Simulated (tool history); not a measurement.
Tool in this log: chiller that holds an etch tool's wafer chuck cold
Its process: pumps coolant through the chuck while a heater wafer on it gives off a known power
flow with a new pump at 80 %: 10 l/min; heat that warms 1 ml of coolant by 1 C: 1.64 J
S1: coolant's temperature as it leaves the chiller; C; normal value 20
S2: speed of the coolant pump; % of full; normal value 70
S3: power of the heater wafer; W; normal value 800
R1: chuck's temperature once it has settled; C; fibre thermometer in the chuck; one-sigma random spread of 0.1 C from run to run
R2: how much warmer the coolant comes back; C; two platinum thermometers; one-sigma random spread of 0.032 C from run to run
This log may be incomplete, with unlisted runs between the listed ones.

{"run": 1, "day": 0.0, "S1": 20, "S2": 70, "S3": 800, "R1": 28.4, "R2": 3.51}
{"run": 2, "day": 1.696, "S1": 20, "S2": 70, "S3": 800, "R1": 28.4, "R2": 3.46}
{"run": 3, "day": 3.108, "S1": 20, "S2": 70, "S3": 800, "R1": 28.5, "R2": 3.44}
{"run": 4, "day": 6.442, "S1": 20, "S2": 70, "S3": 800, "R1": 28.3, "R2": 3.46}
{"run": 5, "day": 8.721, "S1": 20, "S2": 70, "S3": 800, "R1": 28.5, "R2": 3.49}
{"run": 6, "day": 10.942, "S1": 19, "S2": 70, "S3": 800, "R1": 27.3, "R2": 3.5}
{"run": 7, "day": 13.558, "S1": 20, "S2": 70, "S3": 800, "R1": 28.4, "R2": 3.5}
{"run": 8, "day": 16.446, "S1": 20, "S2": 70, "S3": 800, "R1": 28.5, "R2": 3.53}
{"run": 9, "day": 19.4, "S1": 20, "S2": 70, "S3": 800, "R1": 28.3, "R2": 3.44}
{"run": 10, "day": 22.054, "S1": 20, "S2": 70, "S3": 800, "R1": 28.3, "R2": 3.48}
{"run": 11, "day": 25.15, "S1": 20, "S2": 70, "S3": 800, "R1": 28.4, "R2": 3.53}
{"run": 12, "day": 28.258, "S1": 20, "S2": 70, "S3": 800, "R1": 28.6, "R2": 3.52}
{"run": 13, "day": 30.525, "S1": 20, "S2": 70, "S3": 800, "R1": 28.4, "R2": 3.52}
{"run": 14, "day": 32.962, "S1": 20, "S2": 70, "S3": 800, "R1": 28.7, "R2": 3.53}
{"run": 15, "day": 35.071, "S1": 20, "S2": 68, "S3": 800, "R1": 28.6, "R2": 3.62}
{"run": 16, "day": 38.108, "S1": 20, "S2": 70, "S3": 800, "R1": 28.8, "R2": 3.5}
{"run": 17, "day": 40.217, "S1": 20, "S2": 70, "S3": 800, "R1": 28.6, "R2": 3.53}
{"run": 18, "day": 43.388, "S1": 13, "S2": 91, "S3": 476, "R1": 17.2, "R2": 1.64}
{"run": 19, "day": 46.033, "S1": 20, "S2": 64, "S3": 800, "R1": 29.2, "R2": 3.84}
{"run": 20, "day": 48.996, "S1": 22, "S2": 70, "S3": 814, "R1": 30.8, "R2": 3.65}
{"day": 51.667, "done": "chiller's thermometer calibrated"}
{"run": 21, "day": 51.967, "S1": 22, "S2": 65, "S3": 870, "R1": 31.3, "R2": 4.11}
{"run": 22, "day": 55.258, "S1": 22, "S2": 65, "S3": 870, "R1": 31.5, "R2": 4.18}
{"run": 23, "day": 56.688, "S1": 21, "S2": 61, "S3": 954, "R1": 31.9, "R2": 4.77}
{"run": 24, "day": 59.171, "S1": 15, "S2": 70, "S3": 541, "R1": 20.5, "R2": 2.39}
{"run": 25, "day": 62.383, "S1": 15, "S2": 70, "S3": 910, "R1": 24.6, "R2": 4.05}
{"run": 26, "day": 64.542, "S1": 15, "S2": 70, "S3": 910, "R1": 24.4, "R2": 4.08}
{"run": 27, "day": 67.304, "S1": 15, "S2": 70, "S3": 910, "R1": 24.6, "R2": 4.05}
{"run": 28, "day": 69.638, "S1": 15, "S2": 70, "S3": 662, "R1": 21.9, "R2": 2.95}
{"run": 29, "day": 72.967, "S1": 15, "S2": 70, "S3": 662, "R1": 22, "R2": 2.94}
{"run": 30, "day": 74.804, "S1": 15, "S2": 70, "S3": 662, "R1": 21.9, "R2": 2.93}
{"run": 31, "day": 77.504, "S1": 15, "S2": 70, "S3": 662, "R1": 22, "R2": 2.95}
{"run": 32, "day": 80.525, "S1": 29, "S2": 81, "S3": 424, "R1": 33.2, "R2": 1.64}
{"run": 33, "day": 82.321, "S1": 18, "S2": 81, "S3": 424, "R1": 22.2, "R2": 1.65}

Alternative continuations, all from the tool just after run 33; predict every row:
{"run": "A", "day": 85.542, "S1": 11, "S2": 70, "S3": 800, "R1": "?", "R2": "?"}
{"run": "B", "day": 85.542, "S1": 20, "S2": 90, "S3": 670, "R1": "?", "R2": "?"}
{"run": "C", "day": 85.542, "S1": 26, "S2": 72, "S3": 759, "R1": "?", "R2": "?"}

run=A R1=19.4 R2=3.5
run=B R1=26 R2=2.38
run=C R1=33.9 R2=3.31
With the hidden condition removed and each run's random variation left untouched, the same runs would have given:
run=A R1=18 R2=3.26
run=B R1=24.9 R2=2.21
run=C R1=32.6 R2=3.08
